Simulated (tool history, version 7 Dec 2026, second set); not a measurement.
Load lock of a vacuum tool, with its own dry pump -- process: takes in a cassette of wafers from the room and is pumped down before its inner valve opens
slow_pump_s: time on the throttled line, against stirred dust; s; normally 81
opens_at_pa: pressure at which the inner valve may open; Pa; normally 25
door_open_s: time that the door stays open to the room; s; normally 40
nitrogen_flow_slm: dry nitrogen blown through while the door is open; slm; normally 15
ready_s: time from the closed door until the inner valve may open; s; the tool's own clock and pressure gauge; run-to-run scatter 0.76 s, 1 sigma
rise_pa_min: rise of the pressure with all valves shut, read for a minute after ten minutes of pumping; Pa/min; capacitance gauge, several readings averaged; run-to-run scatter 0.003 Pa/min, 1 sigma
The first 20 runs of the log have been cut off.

run,hour,slow_pump_s,opens_at_pa,door_open_s,nitrogen_flow_slm,"incoming humidity of the room's air, %",ready_s,rise_pa_min
21,1865.5,107,25,49,15,39.8,139.0,0.054
22,1986.7,63,29,49,15,46.4,100.9,0.066
23,2082.9,63,19,49,19,46.4,103.5,0.058
24,2200.6,94,19,123,38,48.2,131.0,0.071
25,2325.9,94,19,123,38,45.0,131.4,0.072
26,2430.6,94,36,83,38,45.5,126.4,0.059
27,2504.1,81,25,165,25,46.7,118.9,0.103
28,2592.1,45,42,53,31,44.1,85.2,0.043
29,2725.2,142,25,157,23,48.3,170.2,0.101
30,2845.7,68,24,39,23,45.6,108.1,0.051
31,2909.8,68,24,39,23,42.8,107.2,0.051
32,3019.1,68,24,39,23,41.8,106.5,0.051
33,3088.6,136,48,39,38,42.3,160.2,0.041
34,3147.4,136,48,39,38,44.2,160.4,0.044
35,3250.8,81,25,104,14,44.6,116.8,0.098
36,3354.7,81,25,40,18,43.1,117.7,0.056

Forecast each of these 5 alternatives for the next run:
A,3414.1,81,47,43,18,42.3,?,?
B,3414.1,81,23,60,5,44.8,?,?
C,3414.1,44,24,40,21,45.7,?,?
D,3414.1,81,25,40,22,46.6,?,?
E,3414.1,61,25,27,24,42.2,?,?

run,ready_s,rise_pa_min
A,115.5,0.060
B,117.6,0.090
C,87.4,0.059
D,117.6,0.061
E,102.7,0.041
Take away the tool's hidden state, keep each run's random variation, and the runs would have read:
run,ready_s,rise_pa_min
A,112.9,0.040
B,114.7,0.071
C,84.1,0.039
D,114.8,0.041
E,99.6,0.021

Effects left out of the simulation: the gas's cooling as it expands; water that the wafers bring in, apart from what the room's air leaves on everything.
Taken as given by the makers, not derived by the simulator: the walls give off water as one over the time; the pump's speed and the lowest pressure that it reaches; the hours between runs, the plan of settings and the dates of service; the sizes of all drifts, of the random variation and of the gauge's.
